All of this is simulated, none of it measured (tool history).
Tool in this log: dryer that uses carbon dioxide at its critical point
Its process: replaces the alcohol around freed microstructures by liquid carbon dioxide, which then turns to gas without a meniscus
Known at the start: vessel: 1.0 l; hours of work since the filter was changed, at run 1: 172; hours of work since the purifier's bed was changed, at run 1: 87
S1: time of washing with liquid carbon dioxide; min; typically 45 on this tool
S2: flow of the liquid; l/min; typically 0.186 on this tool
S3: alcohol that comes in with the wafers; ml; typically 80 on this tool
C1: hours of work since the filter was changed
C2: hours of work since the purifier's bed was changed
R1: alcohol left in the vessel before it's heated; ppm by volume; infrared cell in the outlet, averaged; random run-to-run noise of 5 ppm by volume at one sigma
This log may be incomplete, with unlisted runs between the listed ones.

{"run": 1, "day": 0.0, "S1": 45, "S2": 0.186, "S3": 80, "C1": 172, "C2": 87, "R1": 58}
{"run": 2, "day": 0.792, "S1": 53, "S2": 0.186, "S3": 80, "C1": 185, "C2": 99, "R1": 37}
{"run": 3, "day": 1.6, "S1": 45, "S2": 0.126, "S3": 80, "C1": 197, "C2": 111, "R1": 471}
{"day": 1.704, "done": "inlet filter changed"}
{"run": 4, "day": 2.417, "S1": 40, "S2": 0.186, "S3": 80, "C1": 11, "C2": 123, "R1": 87}
{"run": 5, "day": 3.133, "S1": 45, "S2": 0.219, "S3": 80, "C1": 22, "C2": 134, "R1": 37}
{"run": 6, "day": 3.721, "S1": 45, "S2": 0.135, "S3": 80, "C1": 31, "C2": 144, "R1": 225}
{"run": 7, "day": 4.55, "S1": 45, "S2": 0.135, "S3": 80, "C1": 44, "C2": 156, "R1": 241}
{"run": 8, "day": 5.329, "S1": 45, "S2": 0.135, "S3": 80, "C1": 56, "C2": 168, "R1": 251}
{"run": 9, "day": 5.933, "S1": 45, "S2": 0.135, "S3": 80, "C1": 65, "C2": 178, "R1": 250}
{"run": 10, "day": 6.7, "S1": 45, "S2": 0.135, "S3": 80, "C1": 77, "C2": 190, "R1": 261}
{"run": 11, "day": 7.429, "S1": 38, "S2": 0.135, "S3": 80, "C1": 89, "C2": 201, "R1": 619}
{"run": 12, "day": 8.179, "S1": 45, "S2": 0.186, "S3": 80, "C1": 100, "C2": 213, "R1": 76}
{"run": 13, "day": 8.675, "S1": 45, "S2": 0.186, "S3": 80, "C1": 108, "C2": 220, "R1": 71}
{"run": 14, "day": 9.204, "S1": 45, "S2": 0.186, "S3": 80, "C1": 116, "C2": 228, "R1": 75}
{"run": 15, "day": 9.883, "S1": 45, "S2": 0.186, "S3": 80, "C1": 127, "C2": 239, "R1": 77}
{"run": 16, "day": 10.521, "S1": 45, "S2": 0.186, "S3": 80, "C1": 137, "C2": 249, "R1": 89}
{"run": 17, "day": 11.3, "S1": 45, "S2": 0.186, "S3": 80, "C1": 149, "C2": 261, "R1": 86}
{"run": 18, "day": 11.783, "S1": 45, "S2": 0.186, "S3": 80, "C1": 156, "C2": 268, "R1": 94}
{"run": 19, "day": 12.433, "S1": 45, "S2": 0.186, "S3": 80, "C1": 166, "C2": 278, "R1": 80}
{"run": 20, "day": 13.254, "S1": 45, "S2": 0.184, "S3": 81, "C1": 179, "C2": 291, "R1": 97}
{"run": 21, "day": 13.654, "S1": 45, "S2": 0.114, "S3": 24, "C1": 185, "C2": 297, "R1": 277}
{"run": 22, "day": 14.042, "S1": 45, "S2": 0.114, "S3": 24, "C1": 191, "C2": 303, "R1": 280}
{"day": 14.554, "done": "inlet filter changed"}
{"run": 23, "day": 14.688, "S1": 45, "S2": 0.114, "S3": 24, "C1": 2, "C2": 313, "R1": 189}
{"run": 24, "day": 15.383, "S1": 45, "S2": 0.114, "S3": 24, "C1": 13, "C2": 323, "R1": 201}
{"run": 25, "day": 16.167, "S1": 45, "S2": 0.186, "S3": 23, "C1": 25, "C2": 336, "R1": 76}
{"run": 26, "day": 16.708, "S1": 30, "S2": 0.186, "S3": 32, "C1": 33, "C2": 344, "R1": 205}
{"run": 27, "day": 17.117, "S1": 34, "S2": 0.186, "S3": 80, "C1": 40, "C2": 350, "R1": 236}
{"run": 28, "day": 17.846, "S1": 34, "S2": 0.186, "S3": 80, "C1": 51, "C2": 362, "R1": 241}
{"run": 29, "day": 18.538, "S1": 70, "S2": 0.217, "S3": 74, "C1": 62, "C2": 372, "R1": 77}
{"run": 30, "day": 19.358, "S1": 70, "S2": 0.217, "S3": 74, "C1": 74, "C2": 385, "R1": 72}
{"run": 31, "day": 19.992, "S1": 70, "S2": 0.217, "S3": 74, "C1": 84, "C2": 395, "R1": 78}
{"run": 32, "day": 20.396, "S1": 39, "S2": 0.217, "S3": 74, "C1": 90, "C2": 401, "R1": 104}
{"run": 33, "day": 21.171, "S1": 49, "S2": 0.135, "S3": 95, "C1": 102, "C2": 413, "R1": 266}
{"run": 34, "day": 21.829, "S1": 49, "S2": 0.135, "S3": 26, "C1": 113, "C2": 423, "R1": 134}
{"run": 35, "day": 22.429, "S1": 49, "S2": 0.135, "S3": 26, "C1": 122, "C2": 433, "R1": 132}
{"run": 36, "day": 23.038, "S1": 49, "S2": 0.135, "S3": 26, "C1": 131, "C2": 442, "R1": 144}
{"run": 37, "day": 23.617, "S1": 49, "S2": 0.135, "S3": 26, "C1": 140, "C2": 451, "R1": 138}

Branching from run 37: 4 alternative next runs. What would each branch give?
{"run": "A", "day": 24.204, "S1": 44, "S2": 0.224, "S3": 80, "C1": 149, "C2": 460, "R1": "?"}
{"run": "B", "day": 24.204, "S1": 33, "S2": 0.135, "S3": 26, "C1": 149, "C2": 460, "R1": "?"}
{"run": "C", "day": 24.204, "S1": 49, "S2": 0.252, "S3": 96, "C1": 149, "C2": 460, "R1": "?"}
{"run": "D", "day": 24.204, "S1": 45, "S2": 0.128, "S3": 80, "C1": 149, "C2": 460, "R1": "?"}

run=A R1=94
run=B R1=499
run=C R1=85
run=D R1=480
The same runs, with their run-to-run variation unchanged, on a tool lacking any hidden condition would have given:
run=A R1=9
run=B R1=289
run=C R1=2
run=D R1=247
